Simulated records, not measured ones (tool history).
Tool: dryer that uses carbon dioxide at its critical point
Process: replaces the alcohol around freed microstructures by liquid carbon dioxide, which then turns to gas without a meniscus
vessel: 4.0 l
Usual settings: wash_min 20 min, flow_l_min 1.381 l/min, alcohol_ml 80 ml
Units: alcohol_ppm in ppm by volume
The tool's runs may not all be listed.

{"run": 1, "hour": 0.0, "wash_min": 20, "flow_l_min": 1.381, "alcohol_ml": 80, "alcohol_ppm": 261}
{"run": 2, "hour": 22.0, "wash_min": 20, "flow_l_min": 1.381, "alcohol_ml": 80, "alcohol_ppm": 269}
{"run": 3, "hour": 48.9, "wash_min": 20, "flow_l_min": 1.381, "alcohol_ml": 28, "alcohol_ppm": 231}
{"run": 4, "hour": 86.2, "wash_min": 20, "flow_l_min": 1.381, "alcohol_ml": 28, "alcohol_ppm": 246}
{"run": 5, "hour": 113.4, "wash_min": 20, "flow_l_min": 1.381, "alcohol_ml": 80, "alcohol_ppm": 292}
{"hour": 133.7, "done": "purifier's bed changed"}
{"run": 6, "hour": 143.7, "wash_min": 20, "flow_l_min": 1.381, "alcohol_ml": 80, "alcohol_ppm": 96}
{"hour": 148.4, "done": "inlet filter changed"}
{"run": 7, "hour": 181.9, "wash_min": 20, "flow_l_min": 1.381, "alcohol_ml": 80, "alcohol_ppm": 75}
{"run": 8, "hour": 223.0, "wash_min": 20, "flow_l_min": 1.381, "alcohol_ml": 80, "alcohol_ppm": 88}
{"run": 9, "hour": 258.6, "wash_min": 20, "flow_l_min": 1.381, "alcohol_ml": 80, "alcohol_ppm": 100}
{"run": 10, "hour": 287.9, "wash_min": 20, "flow_l_min": 1.381, "alcohol_ml": 80, "alcohol_ppm": 109}
{"run": 11, "hour": 318.4, "wash_min": 20, "flow_l_min": 1.381, "alcohol_ml": 80, "alcohol_ppm": 115}
{"run": 12, "hour": 347.1, "wash_min": 20, "flow_l_min": 1.381, "alcohol_ml": 80, "alcohol_ppm": 118}
{"run": 13, "hour": 369.5, "wash_min": 20, "flow_l_min": 1.381, "alcohol_ml": 80, "alcohol_ppm": 124}
{"run": 14, "hour": 408.5, "wash_min": 20, "flow_l_min": 1.381, "alcohol_ml": 80, "alcohol_ppm": 138}
{"run": 15, "hour": 437.9, "wash_min": 20, "flow_l_min": 1.381, "alcohol_ml": 80, "alcohol_ppm": 153}
{"run": 16, "hour": 470.2, "wash_min": 20, "flow_l_min": 1.381, "alcohol_ml": 80, "alcohol_ppm": 163}
{"run": 17, "hour": 513.0, "wash_min": 25, "flow_l_min": 1.381, "alcohol_ml": 80, "alcohol_ppm": 122}
{"run": 18, "hour": 542.5, "wash_min": 25, "flow_l_min": 1.16, "alcohol_ml": 28, "alcohol_ppm": 117}
{"run": 19, "hour": 576.2, "wash_min": 25, "flow_l_min": 1.16, "alcohol_ml": 28, "alcohol_ppm": 146}
{"run": 20, "hour": 613.8, "wash_min": 25, "flow_l_min": 1.16, "alcohol_ml": 28, "alcohol_ppm": 149}
{"run": 21, "hour": 633.4, "wash_min": 25, "flow_l_min": 1.16, "alcohol_ml": 28, "alcohol_ppm": 139}
{"run": 22, "hour": 658.1, "wash_min": 24, "flow_l_min": 1.6, "alcohol_ml": 28, "alcohol_ppm": 135}
{"run": 23, "hour": 688.3, "wash_min": 24, "flow_l_min": 1.6, "alcohol_ml": 28, "alcohol_ppm": 150}
{"run": 24, "hour": 721.8, "wash_min": 17, "flow_l_min": 1.6, "alcohol_ml": 71, "alcohol_ppm": 234}
{"hour": 745.7, "done": "inlet filter changed"}
{"run": 25, "hour": 745.7, "wash_min": 21, "flow_l_min": 1.1, "alcohol_ml": 57, "alcohol_ppm": 267}
{"run": 26, "hour": 774.7, "wash_min": 30, "flow_l_min": 1.33, "alcohol_ml": 28, "alcohol_ppm": 160}
{"run": 27, "hour": 816.2, "wash_min": 30, "flow_l_min": 1.381, "alcohol_ml": 84, "alcohol_ppm": 175}
{"run": 28, "hour": 841.3, "wash_min": 20, "flow_l_min": 1.381, "alcohol_ml": 24, "alcohol_ppm": 201}
{"run": 29, "hour": 872.8, "wash_min": 23, "flow_l_min": 1.75, "alcohol_ml": 73, "alcohol_ppm": 196}
{"run": 30, "hour": 895.4, "wash_min": 23, "flow_l_min": 1.75, "alcohol_ml": 73, "alcohol_ppm": 191}
{"hour": 927.6, "done": "purifier's bed changed"}
{"run": 31, "hour": 940.5, "wash_min": 26, "flow_l_min": 1.64, "alcohol_ml": 57, "alcohol_ppm": 4}

Forecast each of these 5 alternatives for the next run:
{"run": "A", "hour": 970.1, "wash_min": 25, "flow_l_min": 0.87, "alcohol_ml": 24, "alcohol_ppm": "?"}
{"run": "B", "hour": 970.1, "wash_min": 20, "flow_l_min": 1.28, "alcohol_ml": 24, "alcohol_ppm": "?"}
{"run": "C", "hour": 970.1, "wash_min": 16, "flow_l_min": 0.94, "alcohol_ml": 57, "alcohol_ppm": "?"}
{"run": "D", "hour": 970.1, "wash_min": 22, "flow_l_min": 1.36, "alcohol_ml": 37, "alcohol_ppm": "?"}
{"run": "E", "hour": 970.1, "wash_min": 26, "flow_l_min": 1.64, "alcohol_ml": 57, "alcohol_ppm": "?"}

run=A alcohol_ppm=93
run=B alcohol_ppm=42
run=C alcohol_ppm=680
run=D alcohol_ppm=37
run=E alcohol_ppm=16
Without the tool's hidden state the same runs would have given:
run=A alcohol_ppm=73
run=B alcohol_ppm=26
run=C alcohol_ppm=608
run=D alcohol_ppm=22
run=E alcohol_ppm=4
